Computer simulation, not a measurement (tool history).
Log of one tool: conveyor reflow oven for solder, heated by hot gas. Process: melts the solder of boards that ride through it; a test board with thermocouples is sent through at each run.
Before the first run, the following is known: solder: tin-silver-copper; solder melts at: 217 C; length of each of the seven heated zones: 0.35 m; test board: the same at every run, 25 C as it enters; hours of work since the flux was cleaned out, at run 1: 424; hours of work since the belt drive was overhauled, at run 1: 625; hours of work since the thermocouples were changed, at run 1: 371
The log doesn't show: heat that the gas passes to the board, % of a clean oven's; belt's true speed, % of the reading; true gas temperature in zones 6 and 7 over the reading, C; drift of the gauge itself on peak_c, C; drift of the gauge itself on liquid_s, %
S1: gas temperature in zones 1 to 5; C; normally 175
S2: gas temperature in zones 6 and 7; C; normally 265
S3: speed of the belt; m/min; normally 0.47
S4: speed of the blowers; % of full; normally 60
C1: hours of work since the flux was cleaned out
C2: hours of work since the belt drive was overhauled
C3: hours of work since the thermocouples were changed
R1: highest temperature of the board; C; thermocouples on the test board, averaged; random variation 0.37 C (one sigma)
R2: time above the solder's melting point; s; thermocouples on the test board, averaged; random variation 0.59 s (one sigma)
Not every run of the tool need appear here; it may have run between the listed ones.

| run | hour | S1 | S2 | S3 | S4 | C1 | C2 | C3 | R1 | R2 |
|---|---|---|---|---|---|---|---|---|---|---|
| 1 | 0 | 175 | 265 | 0.47 | 60 | 424 | 625 | 371 | 240.9 | 53.4 |
|  | 14.7 | flux residue cleaned out of gas plates and filters |
| 2 | 19.6 | 175 | 265 | 0.47 | 60 | 2 | 632 | 378 | 241.4 | 54.4 |
| 3 | 40.4 | 175 | 265 | 0.47 | 60 | 12 | 642 | 387 | 242.3 | 53.7 |
| 4 | 66.9 | 175 | 265 | 0.47 | 58 | 24 | 654 | 400 | 241 | 52.8 |
| 5 | 87.8 | 175 | 265 | 0.47 | 58 | 34 | 663 | 409 | 240.8 | 52.2 |
| 6 | 113.5 | 175 | 265 | 0.47 | 58 | 46 | 675 | 421 | 241.1 | 51.6 |
| 7 | 135.6 | 163 | 265 | 0.47 | 60 | 56 | 686 | 431 | 238 | 43.9 |
| 8 | 155.3 | 163 | 265 | 0.47 | 60 | 65 | 695 | 441 | 239.2 | 44.7 |
| 9 | 171.3 | 163 | 265 | 0.47 | 60 | 72 | 702 | 448 | 238.3 | 45.3 |
| 10 | 199.1 | 188 | 253 | 0.426 | 60 | 85 | 715 | 461 | 238.3 | 64.2 |
| 11 | 217.5 | 188 | 253 | 0.426 | 60 | 94 | 723 | 469 | 238.3 | 63.1 |
| 12 | 246.7 | 175 | 272 | 0.502 | 80 | 107 | 737 | 483 | 252.4 | 62.1 |
| 13 | 268 | 189 | 263 | 0.404 | 60 | 117 | 747 | 493 | 248.1 | 81.6 |
| 14 | 291.1 | 174 | 276 | 0.428 | 68 | 128 | 757 | 503 | 256.5 | 77 |
| 15 | 305.3 | 169 | 270 | 0.47 | 63 | 134 | 764 | 510 | 245.8 | 56.4 |
| 16 | 332.4 | 172 | 268 | 0.465 | 66 | 147 | 777 | 523 | 246 | 59.1 |
| 17 | 366.5 | 175 | 266 | 0.554 | 60 | 163 | 792 | 538 | 235.4 | 36.5 |
| 18 | 384.4 | 175 | 258 | 0.47 | 50 | 171 | 801 | 547 | 231.5 | 36.4 |

Hidden state at the last listed run before each entry between runs and at the first one after, where it differs:
From run 1 to run 2: flux residue cleaned out of gas plates and filters (hour 14.7)
  heat that the gas passes to the board, % of a clean oven's: 99 -> 100
